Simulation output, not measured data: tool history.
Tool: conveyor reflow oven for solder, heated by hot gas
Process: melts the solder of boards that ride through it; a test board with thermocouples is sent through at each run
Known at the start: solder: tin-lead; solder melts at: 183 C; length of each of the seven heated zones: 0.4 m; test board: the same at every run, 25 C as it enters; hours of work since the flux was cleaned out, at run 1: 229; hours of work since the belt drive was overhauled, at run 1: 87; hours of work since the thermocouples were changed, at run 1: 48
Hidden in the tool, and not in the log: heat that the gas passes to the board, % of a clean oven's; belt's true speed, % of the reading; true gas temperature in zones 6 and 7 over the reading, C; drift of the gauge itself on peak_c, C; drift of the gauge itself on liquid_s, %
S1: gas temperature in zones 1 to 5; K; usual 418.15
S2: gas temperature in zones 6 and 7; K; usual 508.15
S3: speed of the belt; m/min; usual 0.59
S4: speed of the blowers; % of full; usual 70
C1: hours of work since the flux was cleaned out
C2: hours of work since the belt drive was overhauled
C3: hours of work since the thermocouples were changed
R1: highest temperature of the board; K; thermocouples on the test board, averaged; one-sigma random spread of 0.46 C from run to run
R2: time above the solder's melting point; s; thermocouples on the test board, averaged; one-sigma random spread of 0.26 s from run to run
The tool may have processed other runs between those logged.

Run 1, day 0: usual settings; C1 229; C2 87; C3 48. Result: R1 496.05 K, R2 68 s.
Run 2, day 0.604: usual settings; C1 236; C2 95; C3 55. Result: R1 494.85 K, R2 68.2 s.
Run 3, day 1.296: usual settings but S4 61 % of full; C1 244; C2 103; C3 64. Result: R1 493.05 K, R2 66.2 s.
Run 4, day 1.612: usual settings but S4 61 % of full; C1 248; C2 107; C3 68. Result: R1 492.65 K, R2 65.8 s.
Run 5, day 2.071: usual settings but S4 61 % of full; C1 253; C2 112; C3 73. Result: R1 493.05 K, R2 65.9 s.
Run 6, day 2.779: usual settings but S4 61 % of full; C1 262; C2 121; C3 82. Result: R1 493.05 K, R2 65.7 s.
Run 7, day 3.462: usual settings but S4 61 % of full; C1 270; C2 129; C3 90. Result: R1 492.65 K, R2 66.7 s.
Run 8, day 3.996: usual settings but S3 0.539 m/min, S4 61 % of full; C1 277; C2 136; C3 96. Result: R1 495.25 K, R2 74.7 s.
Run 9, day 4.3: usual settings but S3 0.539 m/min, S4 61 % of full; C1 280; C2 139; C3 100. Result: R1 495.35 K, R2 74.1 s.
Run 10, day 4.983: usual settings but S4 73 % of full; C1 289; C2 147; C3 108. Result: R1 496.45 K, R2 68.9 s.
Run 11, day 5.483: usual settings; C1 295; C2 153; C3 114. Result: R1 495.65 K, R2 68.1 s.
Run 12, day 6.021: usual settings; C1 301; C2 160; C3 121. Result: R1 495.35 K, R2 68.4 s.
Run 13, day 6.4: usual settings but S3 0.513 m/min; C1 306; C2 165; C3 125. Result: R1 499.75 K, R2 82 s.
Run 14, day 6.775: usual settings; C1 310; C2 169; C3 130. Result: R1 495.35 K, R2 67.9 s.
Run 15, day 7.342: usual settings but S4 59 % of full; C1 317; C2 176; C3 137. Result: R1 493.15 K, R2 65.6 s.
Run 16, day 7.7: usual settings but S3 0.601 m/min; C1 321; C2 180; C3 141. Result: R1 495.55 K, R2 66.4 s.
Run 17, day 8.246: usual settings but S1 414.15 K, S2 511.15 K, S3 0.574 m/min, S4 77 % of full; C1 328; C2 187; C3 147. Result: R1 500.15 K, R2 71.5 s.
Run 18, day 8.6: usual settings but S1 414.15 K, S3 0.668 m/min, S4 78 % of full; C1 332; C2 191; C3 152. Result: R1 492.95 K, R2 57.3 s.
Run 19, day 9.083: usual settings but S1 414.15 K, S3 0.668 m/min, S4 78 % of full; C1 338; C2 197; C3 158. Result: R1 492.75 K, R2 57.5 s.
Run 20, day 9.4: usual settings but S1 415.15 K, S2 517.15 K; C1 342; C2 201; C3 161. Result: R1 503.45 K, R2 71.1 s.
Run 21, day 9.754: usual settings but S2 498.15 K, S4 64 % of full; C1 346; C2 205; C3 166. Result: R1 484.75 K, R2 59.5 s.
Run 22, day 10.442: usual settings but S2 498.15 K, S4 54 % of full; C1 354; C2 213; C3 174. Result: R1 481.85 K, R2 55.8 s.
Run 23, day 11.021: usual settings but S2 498.15 K, S4 54 % of full; C1 361; C2 220; C3 181. Result: R1 481.85 K, R2 55.8 s.
Run 24, day 11.721: usual settings but S1 416.15 K, S2 521.15 K, S3 0.693 m/min, S4 67 % of full; C1 370; C2 229; C3 189. Result: R1 500.25 K, R2 59.2 s.
Run 25, day 12.229: usual settings but S1 406.15 K, S2 517.15 K; C1 376; C2 235; C3 195. Result: R1 502.05 K, R2 67.5 s.
At day 12.55: flux residue cleaned out of gas plates and filters.
Run 26, day 13.121: usual settings but S1 421.15 K, S2 504.15 K, S3 0.565 m/min, S4 72 % of full; C1 7; C2 243; C3 204. Result: R1 494.85 K, R2 71.8 s.
Run 27, day 13.808: usual settings but S1 421.15 K, S2 504.15 K, S3 0.565 m/min, S4 72 % of full; C1 15; C2 251; C3 212. Result: R1 494.25 K, R2 71.3 s.
Run 28, day 14.408: usual settings but S1 405.15 K, S3 0.604 m/min, S4 55 % of full; C1 22; C2 259; C3 219. Result: R1 488.05 K, R2 54.3 s.
Run 29, day 14.738: usual settings but S1 405.15 K, S2 520.15 K, S3 0.604 m/min, S4 55 % of full; C1 26; C2 263; C3 223. Result: R1 497.55 K, R2 63 s.
Run 30, day 15.133: usual settings but S1 405.15 K, S2 520.15 K, S3 0.604 m/min, S4 55 % of full; C1 31; C2 267; C3 228. Result: R1 498.25 K, R2 62.6 s.
Run 31, day 15.817: usual settings but S1 411.15 K, S2 513.15 K, S3 0.703 m/min, S4 55 % of full; C1 39; C2 276; C3 236. Result: R1 487.35 K, R2 47.3 s.
Run 32, day 16.333: usual settings but S1 408.15 K, S4 51 % of full; C1 46; C2 282; C3 242. Result: R1 487.15 K, R2 56.5 s.

Predict each of these 3 candidate next runs independently; none follows another, all start after run 32:
Run A, day 16.808: usual settings but S1 408.15 K, S2 511.15 K, S4 51 % of full; C1 51; C2 287; C3 248. Result: R1 ?, R2 ?.
Run B, day 16.808: usual settings but S1 408.15 K, S4 74 % of full; C1 51; C2 287; C3 248. Result: R1 ?, R2 ?.
Run C, day 16.808: usual settings but S1 430.15 K, S3 0.534 m/min; C1 51; C2 287; C3 248. Result: R1 ?, R2 ?.

run      R1    R2
  A  489.55  58.8
  B  495.75  64.6
  C  499.75  83.6
Without the tool's unlogged condition, the same runs would have read:
run      R1    R2
  A  489.55  58.8
  B  495.75  64.6
  C  499.85  83.6
